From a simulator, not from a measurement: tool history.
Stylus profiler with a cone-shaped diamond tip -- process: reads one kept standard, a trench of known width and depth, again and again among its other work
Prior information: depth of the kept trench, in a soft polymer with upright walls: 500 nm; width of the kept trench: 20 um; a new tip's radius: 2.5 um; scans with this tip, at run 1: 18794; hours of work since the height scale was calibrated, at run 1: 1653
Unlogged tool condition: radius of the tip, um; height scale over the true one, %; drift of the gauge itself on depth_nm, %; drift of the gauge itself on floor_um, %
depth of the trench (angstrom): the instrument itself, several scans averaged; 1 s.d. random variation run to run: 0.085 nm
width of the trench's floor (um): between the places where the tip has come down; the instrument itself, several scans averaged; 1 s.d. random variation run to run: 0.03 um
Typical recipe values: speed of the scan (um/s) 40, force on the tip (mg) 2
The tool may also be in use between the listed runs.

run    hour  speed of the scan (um/s)  force on the tip (mg)  scans with this tip  hours of work since the height scale was calibrated  depth of the trench (angstrom)  width of the trench's floor (um)
  1       0                        40                      2                18794                                                 1653                          5066.8                             16.85
  2      59                        40                      2                19302                                                 1698                          5067.4                             16.85
      130.9  -- new tip fitted, height scale calibrated
  3   142.5                        40                      2                   99                                                    9                          5069.7                             16.85
  4   225.4                        40                   1.34                  812                                                   71                          5052.2                             16.87
  5   293.7                        40                   1.34                 1400                                                  123                            5052                             16.86
  6   340.3                        40                   1.34                 1801                                                  158                          5050.8                             16.84
  7   375.3                        40                   1.34                 2103                                                  185                          5052.6                             16.84
  8   452.1                        40                   1.34                 2763                                                  243                            5053                             16.81
  9   511.6                        40                   1.34                 3275                                                  288                            5051                             16.85
 10   596.2                        40                   1.34                 4004                                                  352                          5052.4                             16.83
 11   643.3                        40                   1.34                 4409                                                  388                          5052.1                             16.87
 12   698.3                        28                      2                 4883                                                  429                          5066.6                             16.88
 13   753.4                        40                      2                 5357                                                  471                          5067.3                             16.84
 14   816.6                        40                      2                 5901                                                  519                          5065.6                             16.87
 15   858.1                        40                      2                 6258                                                  550                            5066                             16.87
 16     904                        40                   0.98                 6653                                                  585                          5040.7                             16.76
 17   975.3                        40                   0.98                 7267                                                  639                          5042.1                             16.83
 18  1053.3                        46                   0.98                 7937                                                  698                          5040.4                             16.76
 19  1129.6                        46                   0.98                 8594                                                  756                          5041.1                             16.78
 20    1209                        46                   0.98                 9277                                                  816                          5042.4                              16.7
 21  1290.7                        46                   0.98                 9980                                                  878                          5042.4                             16.81
 22  1354.3                        46                   0.98                10528                                                  926                          5041.4                             16.76
 23  1424.6                        40                   0.92                11132                                                  979                          5041.7                             16.75
 24  1493.5                        40                   0.92                11726                                                 1031                          5040.7                             16.79
 25    1559                       160                    4.8                12290                                                 1081                          5122.3                             16.64
 26  1619.7                       160                    4.8                12812                                                 1127                          5121.7                             16.67
 27  1694.2                        30                   0.92                13453                                                 1183                          5040.4                             16.82
 28  1763.7                       134                      2                14051                                                 1236                          5068.7                             16.55
 29    1844                        18                   4.08                14742                                                 1297                          5109.7                             16.96
 30  1899.4                        33                   1.65                15218                                                 1339                          5059.4                             16.81
 31  1952.1                        33                   1.65                15672                                                 1379                          5060.7                             16.82
 32  2033.2                        45                   1.54                16370                                                 1440                          5057.8                             16.79
 33  2087.8                        91                   1.54                16840                                                 1481                          5056.4                             16.69
 34  2159.5                        44                   1.75                17458                                                 1536                            5062                             16.78
 35  2238.3                        76                      2                18135                                                 1595                          5069.4                             16.76
 36    2281                        36                    1.6                18503                                                 1628                          5058.3                             16.84
 37  2329.1                        36                    1.6                18917                                                 1664                          5059.3                             16.85
 38    2389                        63                   5.88                19432                                                 1709                            5141                             16.83
     2444.8  -- new tip fitted, height scale calibrated
 39  2444.8                        63                   5.88                    0                                                    0                          5140.7                             16.87
 40  2511.8                        59                   2.66                  576                                                   51                          5081.7                             16.84
 41  2592.1                       134                   2.89                 1268                                                  112                            5088                             16.65
 42    2659                        18                   2.44                 1843                                                  162                          5076.7                             16.98
 43  2711.2                        40                   4.92                 2293                                                  202                          5122.7                             16.87
 44    2759                       136                   5.56                 2704                                                  238                          5134.8                             16.75
 45  2806.1                        87                   4.93                 3110                                                  274                          5124.1                             16.83

Entry by entry between the runs, the difference in hidden state between the last listed run before and the first listed run after:
Runs 2 to 3: new tip fitted, height scale calibrated (hour 130.9)
  radius of the tip, um: 2.53 -> 2.5; height scale over the true one, %: -0.005 -> 0
  the result without the hidden state subtracted from the measured one, width of the trench's floor (um): -0.02 -> +0
Runs 38 to 39: new tip fitted, height scale calibrated (hour 2444.8)
  radius of the tip, um: 2.53 -> 2.5; height scale over the true one, %: -0.005 -> 0
  the result without the hidden state subtracted from the measured one, width of the trench's floor (um): -0.02 -> +0

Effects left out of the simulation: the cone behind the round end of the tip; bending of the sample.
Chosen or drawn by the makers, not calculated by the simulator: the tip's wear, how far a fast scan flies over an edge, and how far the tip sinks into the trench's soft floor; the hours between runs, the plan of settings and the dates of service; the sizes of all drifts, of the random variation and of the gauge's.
